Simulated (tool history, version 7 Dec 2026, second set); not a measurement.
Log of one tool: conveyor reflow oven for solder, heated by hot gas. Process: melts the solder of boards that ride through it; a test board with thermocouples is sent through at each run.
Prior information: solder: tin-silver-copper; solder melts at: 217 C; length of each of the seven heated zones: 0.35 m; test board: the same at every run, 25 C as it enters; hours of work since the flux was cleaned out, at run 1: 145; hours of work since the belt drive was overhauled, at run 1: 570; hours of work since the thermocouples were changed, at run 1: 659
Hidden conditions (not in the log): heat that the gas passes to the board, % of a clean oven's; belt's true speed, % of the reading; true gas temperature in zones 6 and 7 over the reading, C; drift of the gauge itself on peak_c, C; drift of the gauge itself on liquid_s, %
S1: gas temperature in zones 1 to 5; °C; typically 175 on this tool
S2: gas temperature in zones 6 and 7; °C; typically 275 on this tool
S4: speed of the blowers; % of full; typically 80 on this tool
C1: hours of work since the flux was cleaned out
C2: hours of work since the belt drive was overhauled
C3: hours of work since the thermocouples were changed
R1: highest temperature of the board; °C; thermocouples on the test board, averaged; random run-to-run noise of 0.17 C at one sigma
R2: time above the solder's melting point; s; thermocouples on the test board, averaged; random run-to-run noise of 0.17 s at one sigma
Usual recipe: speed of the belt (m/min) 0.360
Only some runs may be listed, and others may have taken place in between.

run 1 hour=0.0 | S1=175 S2=275 speed_of_the_belt_(m/min)=0.360 S4=80 | C1=145 C2=570 C3=659 | R1=265.4 R2=102.5
run 2 hour=22.5 | S1=175 S2=275 speed_of_the_belt_(m/min)=0.360 S4=80 | C1=160 C2=585 C3=674 | R1=265.2 R2=102.8
run 3 hour=45.6 | S1=175 S2=275 speed_of_the_belt_(m/min)=0.420 S4=80 | C1=175 C2=600 C3=689 | R1=260.6 R2=83.6
run 4 hour=58.0 | S1=175 S2=275 speed_of_the_belt_(m/min)=0.360 S4=73 | C1=183 C2=608 C3=697 | R1=263.7 R2=101.0
run 5 hour=73.4 | S1=175 S2=275 speed_of_the_belt_(m/min)=0.360 S4=73 | C1=193 C2=618 C3=707 | R1=263.6 R2=100.9
run 6 hour=91.2 | S1=175 S2=275 speed_of_the_belt_(m/min)=0.360 S4=73 | C1=205 C2=629 C3=719 | R1=263.9 R2=100.8
run 7 hour=106.4 | S1=175 S2=275 speed_of_the_belt_(m/min)=0.360 S4=73 | C1=215 C2=639 C3=729 | R1=263.6 R2=100.8
run 8 hour=133.8 | S1=175 S2=275 speed_of_the_belt_(m/min)=0.360 S4=73 | C1=233 C2=657 C3=747 | R1=263.4 R2=100.9
run 9 hour=155.5 | S1=175 S2=275 speed_of_the_belt_(m/min)=0.360 S4=73 | C1=247 C2=671 C3=761 | R1=263.2 R2=100.7
run 10 hour=174.7 | S1=175 S2=275 speed_of_the_belt_(m/min)=0.360 S4=73 | C1=259 C2=684 C3=773 | R1=263.3 R2=100.8
run 11 hour=185.9 | S1=175 S2=275 speed_of_the_belt_(m/min)=0.360 S4=73 | C1=267 C2=691 C3=781 | R1=263.1 R2=100.6
run 12 hour=202.9 | S1=175 S2=275 speed_of_the_belt_(m/min)=0.360 S4=73 | C1=278 C2=702 C3=792 | R1=263.3 R2=100.9
run 13 hour=226.2 | S1=175 S2=275 speed_of_the_belt_(m/min)=0.360 S4=73 | C1=293 C2=718 C3=807 | R1=263.3 R2=100.7
run 14 hour=243.8 | S1=175 S2=275 speed_of_the_belt_(m/min)=0.360 S4=73 | C1=305 C2=729 C3=819 | R1=262.7 R2=100.9
run 15 hour=261.0 | S1=175 S2=275 speed_of_the_belt_(m/min)=0.360 S4=73 | C1=316 C2=740 C3=830 | R1=263.4 R2=100.6
run 16 hour=286.6 | S1=166 S2=287 speed_of_the_belt_(m/min)=0.360 S4=50 | C1=333 C2=757 C3=846 | R1=265.4 R2=97.0
run 17 hour=312.2 | S1=166 S2=278 speed_of_the_belt_(m/min)=0.390 S4=50 | C1=349 C2=774 C3=863 | R1=254.0 R2=77.6
-- hour=328.6 flux residue cleaned out of gas plates and filters
run 18 hour=342.0 | S1=175 S2=275 speed_of_the_belt_(m/min)=0.367 S4=60 | C1=9 C2=790 C3=879 | R1=256.6 R2=91.4
run 19 hour=364.1 | S1=175 S2=264 speed_of_the_belt_(m/min)=0.332 S4=80 | C1=23 C2=805 C3=894 | R1=254.0 R2=100.9
-- hour=381.3 flux residue cleaned out of gas plates and filters, once more
run 20 hour=393.4 | S1=175 S2=273 speed_of_the_belt_(m/min)=0.360 S4=80 | C1=8 C2=820 C3=910 | R1=264.8 R2=103.2
run 21 hour=414.7 | S1=167 S2=273 speed_of_the_belt_(m/min)=0.360 S4=80 | C1=22 C2=834 C3=924 | R1=263.9 R2=98.6
run 22 hour=430.6 | S1=175 S2=275 speed_of_the_belt_(m/min)=0.376 S4=76 | C1=32 C2=845 C3=934 | R1=265.0 R2=98.1
run 23 hour=444.3 | S1=175 S2=275 speed_of_the_belt_(m/min)=0.376 S4=76 | C1=41 C2=854 C3=943 | R1=264.6 R2=98.2
run 24 hour=464.4 | S1=175 S2=275 speed_of_the_belt_(m/min)=0.376 S4=76 | C1=54 C2=867 C3=956 | R1=264.6 R2=97.9
run 25 hour=477.4 | S1=162 S2=271 speed_of_the_belt_(m/min)=0.400 S4=84 | C1=63 C2=875 C3=965 | R1=259.3 R2=82.7
run 26 hour=499.4 | S1=184 S2=268 speed_of_the_belt_(m/min)=0.400 S4=84 | C1=77 C2=890 C3=979 | R1=259.3 R2=93.1
run 27 hour=515.6 | S1=184 S2=280 speed_of_the_belt_(m/min)=0.405 S4=84 | C1=88 C2=900 C3=990 | R1=269.6 R2=98.2
run 28 hour=542.3 | S1=184 S2=280 speed_of_the_belt_(m/min)=0.405 S4=84 | C1=105 C2=918 C3=1007 | R1=269.9 R2=98.3
run 29 hour=557.7 | S1=184 S2=280 speed_of_the_belt_(m/min)=0.405 S4=84 | C1=115 C2=928 C3=1017 | R1=269.6 R2=98.1
run 30 hour=584.0 | S1=176 S2=280 speed_of_the_belt_(m/min)=0.360 S4=89 | C1=132 C2=945 C3=1034 | R1=272.5 R2=108.9

Alternative continuations, all from the tool just after run 30; predict every row:
run A hour=599.0 | S1=163 S2=286 speed_of_the_belt_(m/min)=0.360 S4=54 | C1=142 C2=955 C3=1044 | R1=? R2=?
run B hour=599.0 | S1=176 S2=285 speed_of_the_belt_(m/min)=0.360 S4=89 | C1=142 C2=955 C3=1044 | R1=? R2=?
run C hour=599.0 | S1=189 S2=280 speed_of_the_belt_(m/min)=0.327 S4=90 | C1=142 C2=955 C3=1044 | R1=? R2=?
run D hour=599.0 | S1=177 S2=275 speed_of_the_belt_(m/min)=0.352 S4=89 | C1=142 C2=955 C3=1044 | R1=? R2=?
run E hour=599.0 | S1=175 S2=289 speed_of_the_belt_(m/min)=0.360 S4=80 | C1=142 C2=955 C3=1044 | R1=? R2=?

run=A R1=267.7 R2=98.1
run=B R1=277.1 R2=111.4
run=C R1=275.7 R2=128.5
run=D R1=268.6 R2=109.2
run=E R1=279.4 R2=111.8
Take away the tool's hidden state, keep each run's random variation, and the runs would have read:
run=A R1=266.7 R2=95.3
run=B R1=276.5 R2=108.8
run=C R1=274.7 R2=125.3
run=D R1=267.8 R2=106.7
run=E R1=278.6 R2=109.1
